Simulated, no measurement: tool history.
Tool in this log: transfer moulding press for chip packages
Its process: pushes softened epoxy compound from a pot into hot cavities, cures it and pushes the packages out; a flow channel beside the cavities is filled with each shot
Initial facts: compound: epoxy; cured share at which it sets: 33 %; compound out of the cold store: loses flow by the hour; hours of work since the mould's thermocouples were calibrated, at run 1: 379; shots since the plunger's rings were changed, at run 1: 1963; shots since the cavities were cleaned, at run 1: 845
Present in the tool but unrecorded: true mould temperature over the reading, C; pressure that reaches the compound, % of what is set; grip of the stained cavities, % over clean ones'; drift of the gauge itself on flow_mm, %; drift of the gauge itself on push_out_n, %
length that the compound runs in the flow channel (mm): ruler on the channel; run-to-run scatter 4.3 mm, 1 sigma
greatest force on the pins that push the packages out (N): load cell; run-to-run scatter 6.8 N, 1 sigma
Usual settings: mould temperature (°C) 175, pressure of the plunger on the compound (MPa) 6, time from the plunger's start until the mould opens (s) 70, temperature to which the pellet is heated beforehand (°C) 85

run    hour  mould temperature (°C)  pressure of the plunger on the compound (MPa)  time from the plunger's start until the mould opens (s)  temperature to which the pellet is heated beforehand (°C)  hours of work since the mould's thermocouples were calibrated  shots since the plunger's rings were changed  shots since the cavities were cleaned  incoming compound's hours out of the cold store  length that the compound runs in the flow channel (mm)  greatest force on the pins that push the packages out (N)
  1       0                     175                                              6                                                       70                                                         85                                                            379                                          1963                                    845                                             25.1                                                     620                                                        369
       25.7  -- cavities cleaned with cleaning compound and waxed
  2    45.4                     175                                              6                                                       70                                                         85                                                            402                                          2497                                    240                                             45.2                                                     572                                                        311
  3    92.6                     175                                              6                                                       70                                                         87                                                            426                                          3072                                    815                                             30.4                                                     601                                                        359
        119  -- cavities cleaned with cleaning compound and waxed
  4   143.6                     175                                              6                                                       73                                                         85                                                            452                                          3674                                    299                                             20.7                                                     612                                                        314
  5   172.3                     175                                              6                                                       73                                                         85                                                            467                                          4023                                    648                                             16.5                                                     623                                                        345
      212.3  -- plunger's sealing rings changed
      217.8  -- cavities cleaned with cleaning compound and waxed
  6   223.2                     175                                           7.28                                                       70                                                         85                                                            491                                           114                                     66                                             46.2                                                     650                                                        283
  7     246                     175                                           7.28                                                       70                                                         85                                                            503                                           392                                    344                                             25.3                                                     697                                                        329
  8   296.8                     175                                           7.28                                                       70                                                         85                                                            529                                          1010                                    962                                             27.6                                                     687                                                        371
      311.9  -- cavities cleaned with cleaning compound and waxed
  9   322.3                     175                                           7.28                                                       70                                                         85                                                            541                                          1302                                    127                                             32.7                                                     665                                                        303
 10   357.1                     175                                              6                                                       79                                                         85                                                            559                                          1726                                    551                                             27.5                                                     617                                                        329
      408.6  -- cavities cleaned with cleaning compound and waxed
 11   408.6                     175                                              6                                                       70                                                         85                                                            585                                          2334                                      0                                               19                                                     631                                                        265
 12   440.4                     175                                              6                                                       70                                                         85                                                            601                                          2722                                    388                                             36.6                                                     595                                                        316
      466.7  -- mould's thermocouples calibrated
 13   470.1                     175                                              6                                                       70                                                         85                                                              2                                          3059                                    725                                             33.1                                                     587                                                        370
 14   501.3                     183                                              6                                                       70                                                         85                                                             18                                          3438                                   1104                                             42.8                                                     562                                                        352
      505.5  -- cavities cleaned with cleaning compound and waxed
 15   535.2                     183                                              6                                                       70                                                         85                                                             35                                          3833                                    362                                             42.8                                                     559                                                        288
 16     568                     182                                           6.78                                                       98                                                         89                                                             51                                          4232                                    761                                             16.5                                                     648                                                        326
      587.8  -- plunger's sealing rings changed
      601.8  -- cavities cleaned with cleaning compound and waxed
 17   606.7                     175                                           5.94                                                       98                                                         92                                                             69                                           212                                     59                                             30.1                                                     618                                                        258
 18   657.4                     175                                           7.38                                                       80                                                         91                                                             96                                           830                                    677                                             17.9                                                     723                                                        341
 19   688.6                     175                                           5.27                                                       94                                                         91                                                            112                                          1209                                   1056                                             15.9                                                     598                                                        363
      696.6  -- cavities cleaned with cleaning compound and waxed
 20   723.2                     175                                           4.75                                                       54                                                         87                                                            129                                          1612                                    323                                             29.8                                                     544                                                        521
 21   746.9                     180                                              6                                                       94                                                         85                                                            141                                          1901                                    612                                             37.6                                                     587                                                        308
      792.1  -- cavities cleaned with cleaning compound and waxed
 22   795.9                     180                                              6                                                       69                                                         80                                                            165                                          2479                                     46                                             11.5                                                     640                                                        264
 23   818.1                     181                                            5.3                                                       79                                                         94                                                            177                                          2749                                    316                                               11                                                     599                                                        275
 24   858.6                     180                                           5.71                                                       77                                                         85                                                            198                                          3242                                    809                                              9.9                                                     617                                                        339
      885.4  -- cavities cleaned with cleaning compound and waxed
 25   909.5                     174                                           6.18                                                       70                                                         90                                                            223                                          3843                                    293                                             31.8                                                     605                                                        335
      961.6  -- plunger's sealing rings changed
 26   963.5                     174                                           6.18                                                       70                                                         90                                                            250                                            23                                    920                                             35.4                                                     620                                                        378
      984.2  -- cavities cleaned with cleaning compound and waxed
 27  1000.7                     169                                           4.97                                                      109                                                         94                                                            268                                           458                                    201                                               39                                                     551                                                        268

How would selected steps in length that the compound runs in the flow channel (mm) from run to run divide? Give the signed amount a tool lacking its hidden state would still show from settings, what came in and random variation, and the signed amount left for the hidden state, including any gauge scatter that is not in both of the compared results.
Run 5 -> 6: pressure of the plunger on the compound (MPa) 6 -> 7.28, time from the plunger's start until the mould opens (s) 73 -> 70, plunger's sealing rings changed, cavities cleaned with cleaning compound and waxed. length that the compound runs in the flow channel (mm) +27: hidden state +29, all else -2.
Run 16 -> 17: mould temperature (°C) 182 -> 175, pressure of the plunger on the compound (MPa) 6.78 -> 5.94, temperature to which the pellet is heated beforehand (°C) 89 -> 92, plunger's sealing rings changed, cavities cleaned with cleaning compound and waxed. length that the compound runs in the flow channel (mm) -30: hidden state +29, all else -59.
Run 17 -> 18: pressure of the plunger on the compound (MPa) 5.94 -> 7.38, time from the plunger's start until the mould opens (s) 98 -> 80, temperature to which the pellet is heated beforehand (°C) 92 -> 91. length that the compound runs in the flow channel (mm) +105: hidden state -5, all else +110.
Run 18 -> 19: pressure of the plunger on the compound (MPa) 7.38 -> 5.27, time from the plunger's start until the mould opens (s) 80 -> 94. length that the compound runs in the flow channel (mm) -125: hidden state -1, all else -124.
